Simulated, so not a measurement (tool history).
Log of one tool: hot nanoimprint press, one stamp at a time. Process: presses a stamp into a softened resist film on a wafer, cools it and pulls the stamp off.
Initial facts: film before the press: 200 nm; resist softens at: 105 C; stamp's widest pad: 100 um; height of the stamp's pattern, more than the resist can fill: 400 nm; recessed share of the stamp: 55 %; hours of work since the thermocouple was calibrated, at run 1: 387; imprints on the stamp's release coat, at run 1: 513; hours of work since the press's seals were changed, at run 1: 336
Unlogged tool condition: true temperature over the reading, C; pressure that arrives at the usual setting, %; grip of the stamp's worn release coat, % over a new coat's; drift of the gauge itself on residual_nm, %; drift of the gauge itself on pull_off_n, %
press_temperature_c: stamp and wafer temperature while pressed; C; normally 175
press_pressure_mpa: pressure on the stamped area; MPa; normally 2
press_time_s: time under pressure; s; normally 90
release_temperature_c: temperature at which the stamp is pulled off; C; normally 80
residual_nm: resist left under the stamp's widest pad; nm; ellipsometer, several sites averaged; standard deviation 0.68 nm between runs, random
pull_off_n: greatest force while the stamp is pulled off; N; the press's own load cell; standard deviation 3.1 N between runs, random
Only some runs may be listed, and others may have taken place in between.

run,day,press_temperature_c,press_pressure_mpa,press_time_s,release_temperature_c,hours of work since the thermocouple was calibrated,imprints on the stamp's release coat,hours of work since the press's seals were changed,residual_nm,pull_off_n
1,0,175,2,90,80,387,513,336,82.4,168
2,0.567,171,2,90,80,395,568,344,100.5,167
3,1.1,171,1.76,90,80,403,621,351,106.7,171
4,1.575,181,2,90,80,410,668,358,61.9,175
5,2.046,181,2,90,80,416,714,365,63.9,176
6,2.612,181,2,90,80,425,770,373,62.5,180
7,3.079,176,2,90,80,431,816,380,80.4,178
8,3.754,176,2,90,80,441,883,389,80.1,179
9,4.192,176,2,90,80,447,926,396,81.2,184
10,4.575,176,2,90,80,453,964,401,81.1,189
11,5.312,175,2,90,80,463,1036,412,85.2,188
# day 5.492: plate thermocouple calibrated
12,6.062,175,2,85,80,8,1098,420,91.4,191
13,6.767,175,2,90,80,18,1168,431,90.6,197
14,7.296,165,2,90,80,26,1220,438,138.5,197
15,7.875,165,2,90,80,34,1277,446,136.6,203
16,8.633,165,2,90,80,45,1352,457,136.3,203
17,9.283,173,2,79,80,54,1416,466,102.4,208
# day 10.188: plate thermocouple calibrated, once more
18,10.192,180,2.3,46,88,0,1493,478,76.4,148
19,10.579,180,2.3,46,88,6,1531,483,75.7,150
20,11.229,180,2.62,138,88,15,1596,492,44.7,156
21,11.679,180,2.62,138,88,21,1640,499,44.6,154
22,12.525,180,2.62,138,88,33,1723,511,45.6,156
23,12.921,173,1.95,90,74,39,1763,517,86.4,239
24,13.754,173,1.95,90,74,51,1845,528,88,237
25,14.138,169,1.34,65,76,56,1882,534,131.2,235
26,14.633,169,1.34,65,76,63,1932,541,131.3,234
27,15.492,174,2,90,66,76,2016,553,83.2,281
# day 16.258: stamp cleaned and given a new release coat
28,16.308,163,2,90,81,84,5,561,133.2,141
29,16.704,177,2,126,80,89,44,567,63.5,149
30,17.121,177,2,126,80,95,85,573,62.8,147

4 options for the next run, each taken on its own from the tool as it stands now. Forecast them:
A,17.554,175,2,126,80,102,128,579,?,?
B,17.554,168,1.86,90,82,102,128,579,?,?
C,17.554,175,1.23,116,85,102,128,579,?,?
D,17.554,183,2,80,76,102,128,579,?,?

run,residual_nm,pull_off_n
A,69.6,152
B,111.3,146
C,87.7,136
D,57.5,158
The same runs, with their run-to-run variation unchanged, on a tool lacking any hidden condition would have given:
run,residual_nm,pull_off_n
A,67.4,147
B,108.5,141
C,85.8,132
D,55.6,152
